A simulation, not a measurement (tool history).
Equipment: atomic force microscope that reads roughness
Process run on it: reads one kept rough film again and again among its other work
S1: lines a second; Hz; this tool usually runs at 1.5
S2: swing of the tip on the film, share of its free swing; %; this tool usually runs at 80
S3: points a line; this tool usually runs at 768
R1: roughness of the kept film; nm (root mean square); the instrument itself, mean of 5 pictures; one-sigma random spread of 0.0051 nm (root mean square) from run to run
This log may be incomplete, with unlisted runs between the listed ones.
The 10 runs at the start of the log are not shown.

| run | hour | S1 | S2 | S3 | R1 |
|---|---|---|---|---|---|
|  | 402.5 | new tip fitted |
| 11 | 418 | 0.69 | 80 | 768 | 1.422 |
| 12 | 463.2 | 0.69 | 80 | 768 | 1.412 |
| 13 | 499.6 | 0.69 | 80 | 768 | 1.398 |
| 14 | 527 | 0.69 | 80 | 768 | 1.396 |
|  | 568.1 | new tip fitted |
| 15 | 573.9 | 0.69 | 80 | 768 | 1.408 |
| 16 | 610.4 | 0.69 | 80 | 768 | 1.411 |
|  | 614.2 | height scale calibrated on a step standard |
| 17 | 649.9 | 0.69 | 80 | 768 | 1.395 |
| 18 | 697.6 | 0.69 | 80 | 768 | 1.386 |
| 19 | 720.7 | 1.5 | 72 | 768 | 1.365 |
|  | 731.5 | new tip fitted |
|  | 760.9 | height scale calibrated on a step standard, once more |
| 20 | 763.8 | 0.74 | 77 | 362 | 1.44 |
| 21 | 817.1 | 1.48 | 57 | 409 | 1.448 |
| 22 | 840.7 | 0.51 | 62 | 409 | 1.442 |
| 23 | 876.3 | 0.51 | 79 | 409 | 1.414 |
|  | 896.3 | new tip fitted |
| 24 | 930.3 | 0.71 | 77 | 639 | 1.429 |
| 25 | 970 | 1.5 | 80 | 329 | 1.376 |
| 26 | 1021 | 1.5 | 74 | 768 | 1.394 |
| 27 | 1046.2 | 3.68 | 59 | 930 | 1.391 |
|  | 1062.4 | new tip fitted |
| 28 | 1101.3 | 2.55 | 72 | 768 | 1.369 |

Forecast run 29:
| 29 | 1146.2 | 2.55 | 72 | 768 | ? |

{"run 29": {"R1": 1.362}}
Were there no unlogged condition in the tool, this run, its random variation unchanged, would have produced R1 1.379 nm (root mean square).

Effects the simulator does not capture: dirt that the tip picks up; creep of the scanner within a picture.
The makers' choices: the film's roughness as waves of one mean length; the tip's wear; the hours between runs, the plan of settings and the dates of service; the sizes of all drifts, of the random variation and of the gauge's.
